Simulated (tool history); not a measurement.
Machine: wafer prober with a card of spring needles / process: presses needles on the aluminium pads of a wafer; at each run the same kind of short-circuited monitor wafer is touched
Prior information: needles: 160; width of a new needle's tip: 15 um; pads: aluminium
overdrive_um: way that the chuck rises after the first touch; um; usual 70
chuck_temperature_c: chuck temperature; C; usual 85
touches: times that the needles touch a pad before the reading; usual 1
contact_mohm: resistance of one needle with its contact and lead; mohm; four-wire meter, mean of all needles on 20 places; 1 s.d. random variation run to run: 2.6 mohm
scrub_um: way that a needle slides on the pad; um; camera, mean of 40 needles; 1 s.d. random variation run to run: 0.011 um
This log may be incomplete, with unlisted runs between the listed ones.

run	hour	overdrive_um	chuck_temperature_c	touches	contact_mohm	scrub_um
1	0	70	85	1	725	10.12
# hour 9.8: tips cleaned on abrasive film
2	11.1	70	85	2	389	10.12
3	21.8	70	85	2	537	10.14
4	34.3	63	85	1	831	9.11
# hour 35.3: tips cleaned on abrasive film
5	40.9	70	85	1	616	10.15
6	46.3	70	85	1	702	10.12
7	54	70	85	1	734	10.12
# hour 61.6: tips cleaned on abrasive film
8	65.3	70	85	1	554	10.13
9	70.8	70	85	1	692	10.12
10	82.9	70	85	1	734	10.12
# hour 87.2: tips cleaned on abrasive film
11	94.4	70	85	1	641	10.12
12	102.8	59	35	2	662	8.52
# hour 113: tips cleaned on abrasive film
13	115.1	57	97	1	567	8.2
14	123.1	86	54	2	451	12.43

Consider 4 possible next runs. They are alternatives, not a sequence: every one starts from the tool as it was left by run 14. What does each give?
A	131.4	70	73	1	?	?
B	131.4	66	85	1	?	?
C	131.4	70	85	2	?	?
D	131.4	80	74	2	?	?

run	contact_mohm	scrub_um
A	724	10.13
B	792	9.54
C	553	10.1
D	505	11.56
With the hidden condition removed and each run's random variation left untouched, the same runs would have given:
run	contact_mohm	scrub_um
A	296	10.24
B	311	9.65
C	300	10.22
D	300	11.67
